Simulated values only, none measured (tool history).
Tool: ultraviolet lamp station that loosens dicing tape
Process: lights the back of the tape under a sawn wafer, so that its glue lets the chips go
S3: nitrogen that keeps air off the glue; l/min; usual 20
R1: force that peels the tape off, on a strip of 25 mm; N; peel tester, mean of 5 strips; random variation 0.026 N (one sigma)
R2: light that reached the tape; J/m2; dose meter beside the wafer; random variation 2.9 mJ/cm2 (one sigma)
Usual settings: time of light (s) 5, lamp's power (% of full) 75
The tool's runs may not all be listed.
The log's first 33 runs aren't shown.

run 34 day=100.104 | time_of_light_(s)=2 lamp's_power_(%_of_full)=75 S3=7 | R1=6.364 R2=1370
run 35 day=102.012 | time_of_light_(s)=6 lamp's_power_(%_of_full)=84 S3=15 | R1=1.435 R2=4440
-- day=104.133 window cleaned of glue's vapour
run 36 day=104.808 | time_of_light_(s)=6 lamp's_power_(%_of_full)=84 S3=15 | R1=1.25 R2=4620
run 37 day=106.833 | time_of_light_(s)=5 lamp's_power_(%_of_full)=91 S3=15 | R1=1.558 R2=4190
run 38 day=108.958 | time_of_light_(s)=5 lamp's_power_(%_of_full)=91 S3=15 | R1=1.626 R2=4060
run 39 day=111.029 | time_of_light_(s)=5 lamp's_power_(%_of_full)=91 S3=15 | R1=1.714 R2=3940
run 40 day=113.458 | time_of_light_(s)=9 lamp's_power_(%_of_full)=75 S3=9 | R1=1.176 R2=5790
run 41 day=115.717 | time_of_light_(s)=3 lamp's_power_(%_of_full)=78 S3=14 | R1=4.232 R2=1980
run 42 day=118.279 | time_of_light_(s)=3 lamp's_power_(%_of_full)=78 S3=14 | R1=4.398 R2=1900
run 43 day=121.075 | time_of_light_(s)=3 lamp's_power_(%_of_full)=78 S3=14 | R1=4.472 R2=1910

Forecast each of these 3 alternatives for the next run:
-- day=123.108 window cleaned of glue's vapour
run A day=123.95 | time_of_light_(s)=7 lamp's_power_(%_of_full)=92 S3=12 | R1=? R2=?
-- day=123.108 window cleaned of glue's vapour
run B day=123.95 | time_of_light_(s)=3 lamp's_power_(%_of_full)=91 S3=14 | R1=? R2=?
-- day=123.108 window cleaned of glue's vapour
run C day=123.95 | time_of_light_(s)=4 lamp's_power_(%_of_full)=89 S3=14 | R1=? R2=?

run=A R1=1.038 R2=5600
run=B R1=3.663 R2=2360
run=C R1=2.644 R2=3100
Without the tool's hidden state the same runs would have given:
run=A R1=0.538 R2=7340
run=B R1=2.664 R2=3100
run=C R1=1.75 R2=4060

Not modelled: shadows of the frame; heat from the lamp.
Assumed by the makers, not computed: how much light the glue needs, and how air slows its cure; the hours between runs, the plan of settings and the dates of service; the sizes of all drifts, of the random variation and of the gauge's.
